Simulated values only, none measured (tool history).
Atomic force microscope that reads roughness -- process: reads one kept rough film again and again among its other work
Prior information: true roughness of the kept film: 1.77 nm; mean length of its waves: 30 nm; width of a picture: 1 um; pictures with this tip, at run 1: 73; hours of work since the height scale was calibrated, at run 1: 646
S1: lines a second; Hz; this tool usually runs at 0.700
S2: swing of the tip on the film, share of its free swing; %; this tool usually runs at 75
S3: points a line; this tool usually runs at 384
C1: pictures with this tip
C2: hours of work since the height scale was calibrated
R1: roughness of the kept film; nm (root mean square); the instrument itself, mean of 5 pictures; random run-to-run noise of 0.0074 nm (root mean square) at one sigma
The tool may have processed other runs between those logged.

{"run": 1, "hour": 0.0, "S1": 0.7, "S2": 75, "S3": 384, "C1": 73, "C2": 646, "R1": 1.264}
{"hour": 8.6, "done": "new tip fitted"}
{"hour": 46.3, "done": "new tip fitted"}
{"run": 2, "hour": 46.3, "S1": 0.7, "S2": 75, "S3": 384, "C1": 0, "C2": 681, "R1": 1.572}
{"hour": 84.0, "done": "new tip fitted"}
{"run": 3, "hour": 117.7, "S1": 0.7, "S2": 75, "S3": 384, "C1": 85, "C2": 737, "R1": 1.239}
{"hour": 124.0, "done": "new tip fitted"}
{"run": 4, "hour": 148.9, "S1": 0.7, "S2": 75, "S3": 384, "C1": 63, "C2": 761, "R1": 1.309}
{"hour": 165.5, "done": "new tip fitted"}
{"hour": 204.4, "done": "new tip fitted"}
{"run": 5, "hour": 216.0, "S1": 0.7, "S2": 75, "S3": 302, "C1": 29, "C2": 813, "R1": 1.435}
{"hour": 245.1, "done": "new tip fitted"}
{"run": 6, "hour": 267.7, "S1": 0.7, "S2": 75, "S3": 384, "C1": 56, "C2": 853, "R1": 1.356}
{"hour": 282.7, "done": "new tip fitted"}
{"hour": 320.4, "done": "new tip fitted"}
{"run": 7, "hour": 327.5, "S1": 0.7, "S2": 75, "S3": 360, "C1": 18, "C2": 900, "R1": 1.471}
{"hour": 360.3, "done": "new tip fitted"}
{"hour": 397.9, "done": "new tip fitted"}
{"run": 8, "hour": 399.8, "S1": 0.7, "S2": 75, "S3": 384, "C1": 5, "C2": 956, "R1": 1.541}
{"hour": 436.8, "done": "new tip fitted"}
{"run": 9, "hour": 440.7, "S1": 3.605, "S2": 70, "S3": 383, "C1": 9, "C2": 987, "R1": 1.373}
{"hour": 476.6, "done": "new tip fitted"}
{"run": 10, "hour": 479.6, "S1": 0.7, "S2": 75, "S3": 612, "C1": 8, "C2": 1017, "R1": 1.552}
{"hour": 516.4, "done": "new tip fitted"}
{"run": 11, "hour": 540.2, "S1": 0.918, "S2": 68, "S3": 805, "C1": 60, "C2": 1065, "R1": 1.374}
{"hour": 555.6, "done": "new tip fitted"}
{"run": 12, "hour": 580.3, "S1": 0.843, "S2": 73, "S3": 264, "C1": 62, "C2": 1096, "R1": 1.285}
{"hour": 594.8, "done": "new tip fitted"}
{"hour": 634.5, "done": "new tip fitted"}
{"run": 13, "hour": 645.2, "S1": 2.321, "S2": 64, "S3": 330, "C1": 27, "C2": 1146, "R1": 1.416}
{"hour": 672.1, "done": "new tip fitted"}
{"run": 14, "hour": 677.5, "S1": 2.293, "S2": 63, "S3": 279, "C1": 14, "C2": 1171, "R1": 1.443}
{"hour": 712.6, "done": "new tip fitted"}
{"hour": 713.6, "done": "height scale calibrated on a step standard"}
{"run": 15, "hour": 728.0, "S1": 0.7, "S2": 75, "S3": 651, "C1": 36, "C2": 11, "R1": 1.432}
{"hour": 754.4, "done": "new tip fitted"}
{"hour": 792.4, "done": "new tip fitted"}
{"run": 16, "hour": 792.4, "S1": 0.7, "S2": 89, "S3": 651, "C1": 0, "C2": 61, "R1": 1.493}

4 options for the next run, each taken on its own from the tool as it stands now. Forecast them:
{"hour": 830.2, "done": "new tip fitted"}
{"run": "A", "hour": 857.6, "S1": 0.518, "S2": 75, "S3": 449, "C1": 68, "C2": 112, "R1": "?"}
{"hour": 830.2, "done": "new tip fitted"}
{"run": "B", "hour": 857.6, "S1": 0.7, "S2": 62, "S3": 427, "C1": 68, "C2": 112, "R1": "?"}
{"hour": 830.2, "done": "new tip fitted"}
{"run": "C", "hour": 857.6, "S1": 0.869, "S2": 60, "S3": 266, "C1": 68, "C2": 112, "R1": "?"}
{"hour": 830.2, "done": "new tip fitted"}
{"run": "D", "hour": 857.6, "S1": 1.554, "S2": 84, "S3": 507, "C1": 68, "C2": 112, "R1": "?"}

run=A R1=1.298
run=B R1=1.311
run=C R1=1.302
run=D R1=1.153
Stripped of hidden state, with their random variation kept, the same runs would have yielded:
run=A R1=1.578
run=B R1=1.596
run=C R1=1.584
run=D R1=1.403
